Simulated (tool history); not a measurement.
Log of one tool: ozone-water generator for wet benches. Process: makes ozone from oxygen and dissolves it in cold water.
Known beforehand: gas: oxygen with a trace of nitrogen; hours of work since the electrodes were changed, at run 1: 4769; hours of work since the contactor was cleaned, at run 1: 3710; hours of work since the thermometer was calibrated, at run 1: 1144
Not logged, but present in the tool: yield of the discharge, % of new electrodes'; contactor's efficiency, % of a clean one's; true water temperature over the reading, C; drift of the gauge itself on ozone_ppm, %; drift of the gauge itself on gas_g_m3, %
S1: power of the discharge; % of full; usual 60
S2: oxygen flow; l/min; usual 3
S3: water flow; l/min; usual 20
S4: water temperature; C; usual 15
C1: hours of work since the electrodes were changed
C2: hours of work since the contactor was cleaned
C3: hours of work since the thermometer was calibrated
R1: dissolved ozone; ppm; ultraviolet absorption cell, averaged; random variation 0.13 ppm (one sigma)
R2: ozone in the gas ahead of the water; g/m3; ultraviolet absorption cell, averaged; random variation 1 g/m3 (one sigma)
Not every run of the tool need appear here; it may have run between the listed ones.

Run 1, hour 0: usual settings; C1 4769; C2 3710; C3 1144. Result: R1 14.4 ppm, R2 175.7 g/m3.
Run 2, hour 200.8: usual settings; C1 4897; C2 3839; C3 1273. Result: R1 14.5 ppm, R2 175.4 g/m3.
Run 3, hour 390: usual settings; C1 5018; C2 3960; C3 1394. Result: R1 14.2 ppm, R2 175.5 g/m3.
Run 4, hour 496.5: usual settings; C1 5086; C2 4028; C3 1462. Result: R1 14.5 ppm, R2 176 g/m3.
Run 5, hour 689: usual settings; C1 5209; C2 4151; C3 1585. Result: R1 14.3 ppm, R2 176.3 g/m3.
Run 6, hour 841.6: usual settings; C1 5307; C2 4249; C3 1683. Result: R1 14.3 ppm, R2 175.5 g/m3.
Run 7, hour 939.8: usual settings but S1 44 % of full; C1 5370; C2 4312; C3 1746. Result: R1 11.8 ppm, R2 142.8 g/m3.
Run 8, hour 1104.9: usual settings but S1 44 % of full; C1 5475; C2 4417; C3 1851. Result: R1 12 ppm, R2 143.6 g/m3.
At hour 1142.4: contactor cleaned.
Run 9, hour 1312.7: usual settings but S1 44 % of full; C1 5606; C2 109; C3 1981. Result: R1 12.1 ppm, R2 144.7 g/m3.
Run 10, hour 1436.3: usual settings but S1 44 % of full; C1 5685; C2 188; C3 2061. Result: R1 11.8 ppm, R2 144.1 g/m3.
Run 11, hour 1603.1: usual settings but S1 93 % of full, S2 1.62 l/min, S3 28 l/min, S4 13 C; C1 5791; C2 295; C3 2167. Result: R1 10.7 ppm, R2 298.1 g/m3.
Run 12, hour 1714.2: usual settings but S1 49 % of full, S3 19 l/min; C1 5863; C2 366; C3 2238. Result: R1 13.2 ppm, R2 153.3 g/m3.
Run 13, hour 1825.5: usual settings but S1 49 % of full, S3 19 l/min; C1 5934; C2 437; C3 2309. Result: R1 13.4 ppm, R2 151.6 g/m3.
Run 14, hour 2014.8: usual settings but S1 51 % of full, S3 30 l/min; C1 6055; C2 558; C3 2431. Result: R1 8.7 ppm, R2 156.6 g/m3.
Run 15, hour 2131.8: usual settings but S1 51 % of full, S3 30 l/min; C1 6130; C2 633; C3 2505. Result: R1 8.7 ppm, R2 155.9 g/m3.
Run 16, hour 2335.1: usual settings but S1 51 % of full, S3 30 l/min; C1 6260; C2 763; C3 2635. Result: R1 8.7 ppm, R2 154.7 g/m3.
Run 17, hour 2463.6: usual settings but S1 51 % of full, S3 30 l/min; C1 6342; C2 845; C3 2718. Result: R1 8.7 ppm, R2 154.3 g/m3.
Run 18, hour 2643.5: usual settings but S1 45 % of full, S3 16 l/min, S4 20 C; C1 6457; C2 960; C3 2833. Result: R1 14 ppm, R2 144.3 g/m3.
Run 19, hour 2808.9: usual settings but S1 45 % of full, S2 2.41 l/min, S3 16 l/min, S4 20 C; C1 6563; C2 1066; C3 2938. Result: R1 13.1 ppm, R2 158.9 g/m3.

5 ways to go on from here, each from the tool as it stands after run 19. What would each give?
At hour 2823.3: gauge calibrated.
Run A, hour 2943.1: usual settings but S1 45 % of full, S2 2.41 l/min, S3 22 l/min, S4 13 C; C1 6649; C2 1152; C3 3024. Result: R1 ?, R2 ?.
At hour 2823.3: gauge calibrated.
Run B, hour 2943.1: usual settings but S3 18 l/min; C1 6649; C2 1152; C3 3024. Result: R1 ?, R2 ?.
At hour 2823.3: gauge calibrated.
Run C, hour 2943.1: usual settings but S1 45 % of full, S2 4.32 l/min, S3 16 l/min, S4 20 C; C1 6649; C2 1152; C3 3024. Result: R1 ?, R2 ?.
At hour 2823.3: gauge calibrated.
Run D, hour 2943.1: usual settings but S1 45 % of full, S2 4.08 l/min, S3 27 l/min, S4 20 C; C1 6649; C2 1152; C3 3024. Result: R1 ?, R2 ?.
At hour 2823.3: gauge calibrated.
Run E, hour 2943.1: usual settings but S2 1.75 l/min, S3 13 l/min; C1 6649; C2 1152; C3 3024. Result: R1 ?, R2 ?.

run    R1     R2
  A  10.6  164.5
  B  15.8  175.7
  C  14.6  124.7
  D   9.3  126.8
  E  18.8  225.9
Without the tool's unlogged condition, the same runs would have read:
run    R1     R2
  A  10.6    165
  B  15.8  176.2
  C  14.6    125
  D   9.3  127.1
  E  18.9  226.5
